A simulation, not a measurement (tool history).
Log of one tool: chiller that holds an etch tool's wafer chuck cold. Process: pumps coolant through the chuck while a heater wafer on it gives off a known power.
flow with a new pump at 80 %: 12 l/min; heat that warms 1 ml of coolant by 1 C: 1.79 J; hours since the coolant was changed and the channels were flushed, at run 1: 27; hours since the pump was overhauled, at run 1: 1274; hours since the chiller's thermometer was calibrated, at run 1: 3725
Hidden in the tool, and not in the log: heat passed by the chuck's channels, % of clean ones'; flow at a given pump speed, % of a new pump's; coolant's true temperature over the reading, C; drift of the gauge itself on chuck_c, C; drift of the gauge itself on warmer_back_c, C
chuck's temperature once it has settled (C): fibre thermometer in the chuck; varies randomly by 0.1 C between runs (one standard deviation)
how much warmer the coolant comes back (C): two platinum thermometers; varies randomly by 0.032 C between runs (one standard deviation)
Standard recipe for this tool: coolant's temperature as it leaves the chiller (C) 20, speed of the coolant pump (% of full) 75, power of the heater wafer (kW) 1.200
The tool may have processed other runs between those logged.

run	hour	coolant's temperature as it leaves the chiller (C)	speed of the coolant pump (% of full)	power of the heater wafer (kW)	hours since the coolant was changed and the channels were flushed	hours since the pump was overhauled	hours since the chiller's thermometer was calibrated	chuck's temperature once it has settled (C)	how much warmer the coolant comes back (C)
1	0.0	20	75	1.200	27	1274	3725	28.4	3.65
2	82.6	20	75	1.200	109	1357	3807	28.5	3.61
3	123.2	20	75	1.200	150	1397	3848	28.6	3.71
4	169.3	20	75	1.200	196	1443	3894	28.4	3.64
5	207.9	20	75	1.200	235	1482	3933	28.6	3.59
6	287.5	20	75	1.200	314	1562	4012	28.5	3.69
7	325.3	20	75	1.200	352	1599	4050	28.3	3.68
8	374.8	20	75	1.200	402	1649	4100	28.4	3.63
9	436.5	20	75	1.200	463	1711	4161	28.7	3.70
10	504.1	20	76	1.200	531	1778	4229	28.3	3.58
11	555.9	20	76	1.200	583	1830	4281	28.5	3.60
12	612.9	20	76	1.200	640	1887	4338	28.6	3.58
13	677.8	20	75	1.200	704	1952	4403	28.8	3.66
14	747.5	20	75	1.200	774	2022	4472	28.7	3.63
15	824.6	20	74	0.620	851	2099	4549	24.7	1.91
16	906.4	26	62	1.308	933	2180	4631	37.1	4.84
# hour 913.9: chiller's thermometer calibrated
17	989.8	20	79	0.739	1015	2263	76	25.7	2.21
18	1045.1	20	80	0.764	1071	2318	131	25.6	2.23

Predict the results of run 19:
19	1084.7	20	80	0.651	1110	2358	171	?	?

{"run 19": {"chuck's temperature once it has settled (C)": 25.0, "how much warmer the coolant comes back (C)": 1.87}}
Take away the tool's hidden state, keep the run-to-run variation as it was, and the same run would have given chuck's temperature once it has settled (C) 24.1, how much warmer the coolant comes back (C) 1.80.
